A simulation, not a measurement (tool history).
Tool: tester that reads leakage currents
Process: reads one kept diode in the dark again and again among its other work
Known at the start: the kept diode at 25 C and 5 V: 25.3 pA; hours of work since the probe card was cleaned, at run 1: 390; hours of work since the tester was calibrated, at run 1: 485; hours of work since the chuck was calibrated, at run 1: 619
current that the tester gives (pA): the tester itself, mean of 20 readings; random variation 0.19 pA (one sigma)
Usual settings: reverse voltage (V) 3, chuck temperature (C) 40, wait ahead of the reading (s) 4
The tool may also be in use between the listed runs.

run,hour,reverse voltage (V),chuck temperature (C),wait ahead of the reading (s),hours of work since the probe card was cleaned,hours of work since the tester was calibrated,hours of work since the chuck was calibrated,current that the tester gives (pA)
1,0,3,40,4,390,485,619,60.36
2,20,3,40,4,404,499,633,59.77
3,49.5,3,40,4,425,520,654,60.03
4,74.8,3,40,1.19,443,538,672,60.6
5,96.4,3,40,0.56,459,554,687,60.96
6,123.9,4.71,40,0.56,479,574,707,78.92
7,153.8,4.71,40,0.56,500,595,728,78.84
8,169,4.71,40,0.56,511,606,739,79.14
9,196.2,4.71,40,0.56,530,625,759,78.45
10,214.2,3,40,4,543,638,772,60
11,245.9,3,40,4,566,661,794,59.82
12,278.6,3,40,4,589,684,818,59.6
13,307,3,40,4,609,704,838,59.6
14,340.1,3,40,4,633,728,861,59.45
15,373.1,3,47,4,656,751,885,99.37
16,407.2,3,29,4,681,776,909,25.95
17,437.5,3,40,4,702,797,931,59.29
18,470.2,3,40,4,726,821,954,59.33
19,489.4,1.8,40,4,739,834,968,44.25
20,517.1,3,40,5.7,759,854,988,59.38
21,541.8,3.9,38,7.46,777,872,1005,59.3
22,563.9,3.9,38,7.46,793,888,1021,59.71
23,582.2,2.43,40,0.59,806,901,1034,53.3
24,609.1,11.06,39,8.44,825,920,1053,116.44
25,631.3,11.06,39,8.44,841,936,1069,117.29
26,656.6,1.52,27,6.91,859,954,1087,14.95
27,680.4,1.29,30,2.28,876,971,1104,17.08
28,709.5,9.03,50,9.61,896,991,1125,225.84
# hour 720: chuck's temperature calibrated
29,741.9,9.03,50,9.61,918,1013,16,245.82
30,756.6,9.03,50,9.61,929,1024,26,246.21
31,779.1,9.03,50,9.61,945,1040,42,244.43
32,794.5,9.03,50,9.61,956,1051,53,244.99
33,823.9,9.03,24,9.61,977,1072,74,38.11
34,838.5,9.03,24,9.61,987,1082,85,38.04
35,864.6,6.7,24,6.75,1006,1101,103,31.66
36,887.7,6.7,24,6.75,1022,1117,120,31.72
37,920.4,1.23,34,0.58,1046,1141,143,24.61
38,952.1,1.23,34,0.58,1068,1163,166,24.74
39,982.5,1.23,34,0.32,1090,1185,187,25.14

4 ways to go on from here, each from the tool as it stands after run 39. What would each give?
A,998.4,1.23,22,0.32,1101,1196,199,?
B,998.4,1.23,34,7.54,1101,1196,199,?
C,998.4,1.39,22,1.36,1101,1196,199,?
D,998.4,3,40,7.04,1101,1196,199,?

run,current that the tester gives (pA)
A,10.34
B,24.17
C,10.65
D,63.72
Without the tool's hidden state the same runs would have given:
run,current that the tester gives (pA)
A,9.63
B,23.69
C,9.84
D,62.56
